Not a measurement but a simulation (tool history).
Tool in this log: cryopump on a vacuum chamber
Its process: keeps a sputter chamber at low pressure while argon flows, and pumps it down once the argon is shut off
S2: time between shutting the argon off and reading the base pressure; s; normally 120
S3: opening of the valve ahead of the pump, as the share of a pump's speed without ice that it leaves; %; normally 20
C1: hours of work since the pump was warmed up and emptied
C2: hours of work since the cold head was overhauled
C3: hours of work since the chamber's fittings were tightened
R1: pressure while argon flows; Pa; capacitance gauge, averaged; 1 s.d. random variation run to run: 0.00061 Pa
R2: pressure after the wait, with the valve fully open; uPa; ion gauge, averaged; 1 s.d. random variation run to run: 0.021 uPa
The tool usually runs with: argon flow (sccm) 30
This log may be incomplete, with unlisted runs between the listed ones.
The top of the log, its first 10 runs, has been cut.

Run 11, hour 152.6: usual settings; C1 146; C2 146; C3 767. Result: R1 0.1020 Pa, R2 0.51 uPa.
Run 12, hour 169.0: usual settings; C1 153; C2 153; C3 774. Result: R1 0.1024 Pa, R2 0.52 uPa.
Run 13, hour 183.6: usual settings; C1 160; C2 160; C3 780. Result: R1 0.1020 Pa, R2 0.52 uPa.
Run 14, hour 201.4: usual settings; C1 168; C2 168; C3 788. Result: R1 0.1026 Pa, R2 0.54 uPa.
Run 15, hour 222.8: usual settings; C1 177; C2 177; C3 798. Result: R1 0.1037 Pa, R2 0.51 uPa.
Run 16, hour 238.6: usual settings but S3 35 %; C1 184; C2 184; C3 805. Result: R1 0.0597 Pa, R2 0.51 uPa.
Run 17, hour 251.7: usual settings but S3 35 %; C1 190; C2 190; C3 810. Result: R1 0.0588 Pa, R2 0.52 uPa.
Run 18, hour 267.3: usual settings but S3 35 %; C1 196; C2 196; C3 817. Result: R1 0.0600 Pa, R2 0.54 uPa.
Run 19, hour 280.7: usual settings but S2 73 s, S3 17 %; C1 202; C2 202; C3 823. Result: R1 0.1210 Pa, R2 0.68 uPa.
Run 20, hour 291.8: usual settings but argon flow (sccm) 18, S2 223 s; C1 207; C2 207; C3 828. Result: R1 0.0619 Pa, R2 0.42 uPa.
Run 21, hour 301.7: usual settings but argon flow (sccm) 13, S2 218 s, S3 54 %; C1 212; C2 212; C3 832. Result: R1 0.0172 Pa, R2 0.43 uPa.
Run 22, hour 314.4: usual settings but argon flow (sccm) 22, S2 49 s; C1 217; C2 217; C3 838. Result: R1 0.0760 Pa, R2 0.83 uPa.
Run 23, hour 329.7: usual settings but argon flow (sccm) 31, S2 36 s; C1 224; C2 224; C3 844. Result: R1 0.1070 Pa, R2 1.02 uPa.
Run 24, hour 351.6: usual settings but S2 283 s; C1 233; C2 233; C3 854. Result: R1 0.1026 Pa, R2 0.42 uPa.
Run 25, hour 369.5: usual settings but S2 283 s; C1 241; C2 241; C3 862. Result: R1 0.1030 Pa, R2 0.43 uPa.
Run 26, hour 383.9: usual settings but argon flow (sccm) 15, S2 33 s, S3 39 %; C1 247; C2 247; C3 868. Result: R1 0.0273 Pa, R2 1.12 uPa.
Run 27, hour 404.5: usual settings but argon flow (sccm) 15, S2 33 s, S3 25 %; C1 257; C2 257; C3 877. Result: R1 0.0401 Pa, R2 1.11 uPa.
Run 28, hour 417.7: usual settings but argon flow (sccm) 15, S2 33 s, S3 25 %; C1 262; C2 262; C3 883. Result: R1 0.0409 Pa, R2 1.12 uPa.
Run 29, hour 434.7: usual settings but argon flow (sccm) 15, S2 33 s, S3 25 %; C1 270; C2 270; C3 890. Result: R1 0.0407 Pa, R2 1.09 uPa.
Run 30, hour 449.8: usual settings but argon flow (sccm) 15, S2 33 s, S3 25 %; C1 276; C2 276; C3 897. Result: R1 0.0415 Pa, R2 1.11 uPa.
Run 31, hour 471.9: usual settings but argon flow (sccm) 15, S2 33 s, S3 25 %; C1 286; C2 286; C3 907. Result: R1 0.0407 Pa, R2 1.13 uPa.
Run 32, hour 491.5: usual settings but argon flow (sccm) 17, S2 137 s, S3 40 %; C1 295; C2 295; C3 915. Result: R1 0.0291 Pa, R2 0.53 uPa.
Run 33, hour 507.0: usual settings but argon flow (sccm) 58, S2 102 s, S3 49 %; C1 301; C2 301; C3 922. Result: R1 0.0828 Pa, R2 0.56 uPa.
Run 34, hour 519.0: usual settings but argon flow (sccm) 15, S2 54 s, S3 49 %; C1 307; C2 307; C3 927. Result: R1 0.0214 Pa, R2 0.82 uPa.

4 options for the next run, each taken on its own from the tool as it stands now. Forecast them:
Run A, hour 532.2: usual settings but argon flow (sccm) 43, S2 88 s; C1 312; C2 312; C3 933. Result: R1 ?, R2 ?.
Run B, hour 532.2: usual settings but argon flow (sccm) 23; C1 312; C2 312; C3 933. Result: R1 ?, R2 ?.
Run C, hour 532.2: usual settings but S3 35 %; C1 312; C2 312; C3 933. Result: R1 ?, R2 ?.
Run D, hour 532.2: usual settings but S2 51 s; C1 312; C2 312; C3 933. Result: R1 ?, R2 ?.

run      R1    R2
  A  0.1485  0.62
  B  0.0789  0.61
  C  0.0600  0.52
  D  0.1035  0.88
The same runs, with their run-to-run variation unchanged, on a tool lacking any hidden condition would have given:
run      R1    R2
  A  0.1459  0.41
  B  0.0775  0.40
  C  0.0582  0.32
  D  0.1017  0.67
